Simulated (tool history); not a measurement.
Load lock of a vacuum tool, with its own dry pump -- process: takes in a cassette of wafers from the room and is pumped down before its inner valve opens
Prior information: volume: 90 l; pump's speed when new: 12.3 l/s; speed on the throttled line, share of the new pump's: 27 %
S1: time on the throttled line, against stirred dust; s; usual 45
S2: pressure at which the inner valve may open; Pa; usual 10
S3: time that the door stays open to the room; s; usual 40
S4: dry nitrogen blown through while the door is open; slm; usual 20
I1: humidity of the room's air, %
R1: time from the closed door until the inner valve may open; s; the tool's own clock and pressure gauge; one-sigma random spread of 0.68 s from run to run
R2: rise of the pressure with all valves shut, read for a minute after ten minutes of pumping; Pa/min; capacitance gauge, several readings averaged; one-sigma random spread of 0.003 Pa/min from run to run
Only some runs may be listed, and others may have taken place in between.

Run 1, day 0.000: usual settings; I1 51.1. Result: R1 107.1 s, R2 0.088 Pa/min.
Run 2, day 10.042: usual settings; I1 44.4. Result: R1 108.4 s, R2 0.089 Pa/min.
Run 3, day 16.483: usual settings but S1 44 s; I1 44.6. Result: R1 106.7 s, R2 0.086 Pa/min.
Run 4, day 26.917: usual settings but S4 14 slm; I1 44.4. Result: R1 108.9 s, R2 0.095 Pa/min.
Run 5, day 35.600: usual settings but S4 14 slm; I1 46.4. Result: R1 108.1 s, R2 0.098 Pa/min.
Run 6, day 49.300: usual settings but S4 14 slm; I1 44.9. Result: R1 108.9 s, R2 0.108 Pa/min.
Run 7, day 56.892: usual settings but S1 29 s; I1 43.6. Result: R1 97.5 s, R2 0.102 Pa/min.
Run 8, day 68.404: usual settings but S1 29 s; I1 43.6. Result: R1 97.8 s, R2 0.097 Pa/min.
Run 9, day 81.496: usual settings; I1 47.7. Result: R1 108.3 s, R2 0.107 Pa/min.
Run 10, day 92.150: usual settings; I1 45.6. Result: R1 109.1 s, R2 0.109 Pa/min.
Run 11, day 98.888: usual settings; I1 42.3. Result: R1 108.9 s, R2 0.114 Pa/min.
Run 12, day 107.292: usual settings; I1 44.6. Result: R1 110.2 s, R2 0.121 Pa/min.
Run 13, day 117.317: usual settings; I1 43.0. Result: R1 109.6 s, R2 0.122 Pa/min.
Run 14, day 129.258: usual settings; I1 41.1. Result: R1 108.5 s, R2 0.124 Pa/min.
Run 15, day 138.188: usual settings; I1 45.2. Result: R1 109.5 s, R2 0.127 Pa/min.
Run 16, day 148.383: usual settings but S3 27 s; I1 44.0. Result: R1 110.0 s, R2 0.128 Pa/min.
Run 17, day 155.838: usual settings but S4 9 slm; I1 44.5. Result: R1 110.7 s, R2 0.146 Pa/min.
Run 18, day 163.167: usual settings but S4 9 slm; I1 46.3. Result: R1 111.7 s, R2 0.146 Pa/min.
Run 19, day 177.029: usual settings but S1 54 s, S3 85 s, S4 22 slm; I1 47.3. Result: R1 116.3 s, R2 0.145 Pa/min.
Run 20, day 186.342: usual settings but S1 54 s, S3 85 s, S4 22 slm; I1 46.5. Result: R1 118.4 s, R2 0.149 Pa/min.
Run 21, day 196.650: usual settings but S1 54 s, S3 85 s, S4 22 slm; I1 48.7. Result: R1 115.9 s, R2 0.155 Pa/min.
Run 22, day 204.646: usual settings but S1 54 s, S2 15 Pa, S3 85 s, S4 26 slm; I1 48.6. Result: R1 114.7 s, R2 0.154 Pa/min.
Run 23, day 210.729: usual settings but S1 33 s, S2 15 Pa, S3 85 s, S4 35 slm; I1 45.0. Result: R1 99.4 s, R2 0.157 Pa/min.
Run 24, day 221.017: usual settings but S1 33 s, S2 15 Pa, S3 85 s, S4 35 slm; I1 46.9. Result: R1 100.4 s, R2 0.164 Pa/min.
Run 25, day 233.875: usual settings but S1 22 s, S2 15 Pa, S3 85 s, S4 35 slm; I1 44.5. Result: R1 93.1 s, R2 0.165 Pa/min.
Run 26, day 242.046: usual settings but S1 48 s, S4 44 slm; I1 45.3. Result: R1 114.7 s, R2 0.167 Pa/min.
Run 27, day 253.633: usual settings but S1 48 s, S4 44 slm; I1 46.6. Result: R1 113.9 s, R2 0.170 Pa/min.
Run 28, day 264.854: usual settings but S1 24 s; I1 46.0. Result: R1 99.8 s, R2 0.176 Pa/min.
Run 29, day 278.371: usual settings but S1 24 s; I1 42.9. Result: R1 100.9 s, R2 0.180 Pa/min.
Run 30, day 285.046: usual settings but S1 24 s; I1 45.0. Result: R1 99.9 s, R2 0.186 Pa/min.
Run 31, day 298.633: usual settings but S1 24 s; I1 43.6. Result: R1 100.8 s, R2 0.191 Pa/min.
Run 32, day 305.388: usual settings but S1 24 s; I1 44.6. Result: R1 101.0 s, R2 0.197 Pa/min.
Run 33, day 319.333: usual settings but S3 43 s, S4 8 slm; I1 43.8. Result: R1 113.6 s, R2 0.205 Pa/min.

Below are 5 alternative next runs, each starting from the tool's condition after run 33. Predict each:
Run A, day 331.512: usual settings but S1 52 s, S3 53 s, S4 8 slm; I1 43.6. Result: R1 ?, R2 ?.
Run B, day 331.512: usual settings but S2 20 Pa; I1 44.0. Result: R1 ?, R2 ?.
Run C, day 331.512: usual settings but S1 41 s, S2 8 Pa, S4 21 slm; I1 50.5. Result: R1 ?, R2 ?.
Run D, day 331.512: usual settings but S1 29 s, S3 45 s, S4 33 slm; I1 43.1. Result: R1 ?, R2 ?.
Run E, day 331.512: usual settings but S1 59 s, S3 30 s; I1 49.0. Result: R1 ?, R2 ?.

run     R1     R2
  A  119.8  0.217
  B  107.1  0.212
  C  113.5  0.216
  D  104.3  0.206
  E  123.1  0.202
Without the tool's hidden state the same runs would have given:
run     R1     R2
  A  106.3  0.026
  B   94.8  0.022
  C   99.0  0.022
  D   89.4  0.014
  E  110.2  0.012
